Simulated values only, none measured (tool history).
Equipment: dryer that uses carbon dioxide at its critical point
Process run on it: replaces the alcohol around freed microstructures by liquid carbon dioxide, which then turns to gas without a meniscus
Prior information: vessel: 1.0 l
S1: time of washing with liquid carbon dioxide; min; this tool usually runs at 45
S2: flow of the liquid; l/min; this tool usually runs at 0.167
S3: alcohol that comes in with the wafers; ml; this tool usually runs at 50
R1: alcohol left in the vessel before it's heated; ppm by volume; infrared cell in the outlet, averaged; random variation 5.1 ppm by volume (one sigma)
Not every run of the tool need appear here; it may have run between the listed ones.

run    hour  S1     S2   S3   R1
  1     0.0  45  0.167   50  115
  2    42.9  45  0.167   50  128
  3    86.9  45  0.167   50  131
  4   123.6  45  0.167   26  107
  5   167.9  45  0.167   26  107
  6   218.2  45  0.167   50  146
  7   270.5  45  0.167   50  168
  8   330.3  45  0.167   50  172
  9   374.9  45  0.216   50  106
 10   403.0  45  0.216   50  115
 11   449.9  45  0.121   50  660
 12   481.0  45  0.121   50  684
 13   515.3  45  0.121   50  687
      527.1  -- inlet filter changed
 14   566.9  45  0.121   50  512
 15   625.0  45  0.167   50  184
 16   670.2  45  0.167   50  188
 17   711.8  45  0.162   50  210
 18   754.4  45  0.162   50  227
 19   799.8  45  0.162   50  229
 20   831.1  45  0.167   50  220
 21   889.5  45  0.167   50  231
 22   923.3  45  0.167   50  234
 23   985.1  45  0.167   50  250
 24  1045.4  45  0.167   50  245
 25  1087.1  68  0.127   50  207
     1097.1  -- inlet filter changed
 26  1138.1  68  0.212   50  170
 27  1168.4  45  0.187   37  196
 28  1195.6  45  0.167  102  308
 29  1224.8  63  0.181   21  192
 30  1266.1  46  0.111   49  797
 31  1319.6  46  0.119   50  647

What does the tool deliver on the next run?
 32  1372.4  46  0.119  50   ?

{"run 32": {"R1": 657}}
Take away the tool's hidden state, keep the run-to-run variation as it was, and the same run would have given R1 382 ppm by volume.
